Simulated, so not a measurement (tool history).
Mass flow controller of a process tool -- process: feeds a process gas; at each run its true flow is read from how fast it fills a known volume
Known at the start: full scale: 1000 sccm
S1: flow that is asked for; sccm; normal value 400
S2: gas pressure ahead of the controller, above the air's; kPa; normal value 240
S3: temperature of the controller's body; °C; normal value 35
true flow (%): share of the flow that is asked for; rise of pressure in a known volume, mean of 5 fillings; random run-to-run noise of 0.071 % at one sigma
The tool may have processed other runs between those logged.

run 1 hour=0.0 | S1=400 S2=240 S3=35 | true_flow_(%)=99.95
run 2 hour=175.3 | S1=400 S2=240 S3=35 | true_flow_(%)=100.00
run 3 hour=298.3 | S1=209 S2=240 S3=35 | true_flow_(%)=98.74
run 4 hour=490.2 | S1=209 S2=240 S3=35 | true_flow_(%)=98.57
run 5 hour=703.4 | S1=400 S2=240 S3=35 | true_flow_(%)=99.95
run 6 hour=857.0 | S1=400 S2=240 S3=35 | true_flow_(%)=99.83
run 7 hour=1022.4 | S1=400 S2=240 S3=35 | true_flow_(%)=99.94
run 8 hour=1212.4 | S1=400 S2=240 S3=24 | true_flow_(%)=99.49
run 9 hour=1323.6 | S1=400 S2=240 S3=24 | true_flow_(%)=99.52
run 10 hour=1496.2 | S1=400 S2=240 S3=35 | true_flow_(%)=99.96
run 11 hour=1638.2 | S1=400 S2=240 S3=35 | true_flow_(%)=99.84
run 12 hour=1858.1 | S1=400 S2=240 S3=35 | true_flow_(%)=99.89
run 13 hour=2030.6 | S1=400 S2=240 S3=35 | true_flow_(%)=99.91
run 14 hour=2130.4 | S1=400 S2=240 S3=35 | true_flow_(%)=99.91
run 15 hour=2329.6 | S1=400 S2=240 S3=35 | true_flow_(%)=99.92
run 16 hour=2471.9 | S1=400 S2=230 S3=35 | true_flow_(%)=99.96
run 17 hour=2647.5 | S1=400 S2=230 S3=35 | true_flow_(%)=99.82
run 18 hour=2843.9 | S1=400 S2=230 S3=35 | true_flow_(%)=99.87
run 19 hour=2968.9 | S1=400 S2=230 S3=35 | true_flow_(%)=99.88
run 20 hour=3107.5 | S1=400 S2=249 S3=35 | true_flow_(%)=99.98
run 21 hour=3333.3 | S1=400 S2=229 S3=35 | true_flow_(%)=99.98
run 22 hour=3442.9 | S1=400 S2=240 S3=35 | true_flow_(%)=99.91
run 23 hour=3628.3 | S1=400 S2=240 S3=35 | true_flow_(%)=99.92
run 24 hour=3803.7 | S1=400 S2=240 S3=35 | true_flow_(%)=99.90
run 25 hour=4009.7 | S1=729 S2=145 S3=35 | true_flow_(%)=100.55
run 26 hour=4158.8 | S1=729 S2=145 S3=35 | true_flow_(%)=100.33
run 27 hour=4294.5 | S1=760 S2=145 S3=35 | true_flow_(%)=100.47
-- hour=4351.2 controller's zero set anew
run 28 hour=4420.8 | S1=400 S2=147 S3=27 | true_flow_(%)=100.28
run 29 hour=4608.2 | S1=176 S2=252 S3=23 | true_flow_(%)=100.57
run 30 hour=4738.2 | S1=400 S2=188 S3=31 | true_flow_(%)=100.71
run 31 hour=4831.1 | S1=364 S2=257 S3=25 | true_flow_(%)=101.11
run 32 hour=4983.6 | S1=249 S2=257 S3=35 | true_flow_(%)=101.25
run 33 hour=5207.3 | S1=249 S2=232 S3=23 | true_flow_(%)=100.68
run 34 hour=5438.0 | S1=249 S2=232 S3=23 | true_flow_(%)=100.55
run 35 hour=5617.2 | S1=249 S2=232 S3=23 | true_flow_(%)=100.59
run 36 hour=5829.5 | S1=249 S2=232 S3=23 | true_flow_(%)=100.58
run 37 hour=6035.7 | S1=990 S2=240 S3=34 | true_flow_(%)=102.50
run 38 hour=6133.7 | S1=171 S2=240 S3=35 | true_flow_(%)=100.55
run 39 hour=6275.8 | S1=400 S2=209 S3=35 | true_flow_(%)=101.23
run 40 hour=6459.3 | S1=209 S2=152 S3=23 | true_flow_(%)=99.74
run 41 hour=6574.3 | S1=400 S2=167 S3=23 | true_flow_(%)=100.49
run 42 hour=6668.8 | S1=525 S2=258 S3=34 | true_flow_(%)=101.67
run 43 hour=6819.4 | S1=725 S2=179 S3=35 | true_flow_(%)=101.63
run 44 hour=7051.1 | S1=179 S2=191 S3=29 | true_flow_(%)=100.02
run 45 hour=7150.7 | S1=179 S2=191 S3=29 | true_flow_(%)=100.02
run 46 hour=7320.7 | S1=179 S2=191 S3=29 | true_flow_(%)=99.98
run 47 hour=7508.9 | S1=179 S2=191 S3=29 | true_flow_(%)=99.98

Alternative continuations, all from the tool just after run 47; predict every row:
run A hour=7627.7 | S1=415 S2=148 S3=27 | true_flow_(%)=?
run B hour=7627.7 | S1=609 S2=249 S3=29 | true_flow_(%)=?
run C hour=7627.7 | S1=179 S2=213 S3=25 | true_flow_(%)=?
run D hour=7627.7 | S1=179 S2=191 S3=36 | true_flow_(%)=?

run=A true_flow_(%)=100.37
run=B true_flow_(%)=101.59
run=C true_flow_(%)=99.86
run=D true_flow_(%)=100.07
With the hidden condition removed and each run's random variation left untouched, the same runs would have given:
run=A true_flow_(%)=98.60
run=B true_flow_(%)=99.70
run=C true_flow_(%)=98.60
run=D true_flow_(%)=98.81

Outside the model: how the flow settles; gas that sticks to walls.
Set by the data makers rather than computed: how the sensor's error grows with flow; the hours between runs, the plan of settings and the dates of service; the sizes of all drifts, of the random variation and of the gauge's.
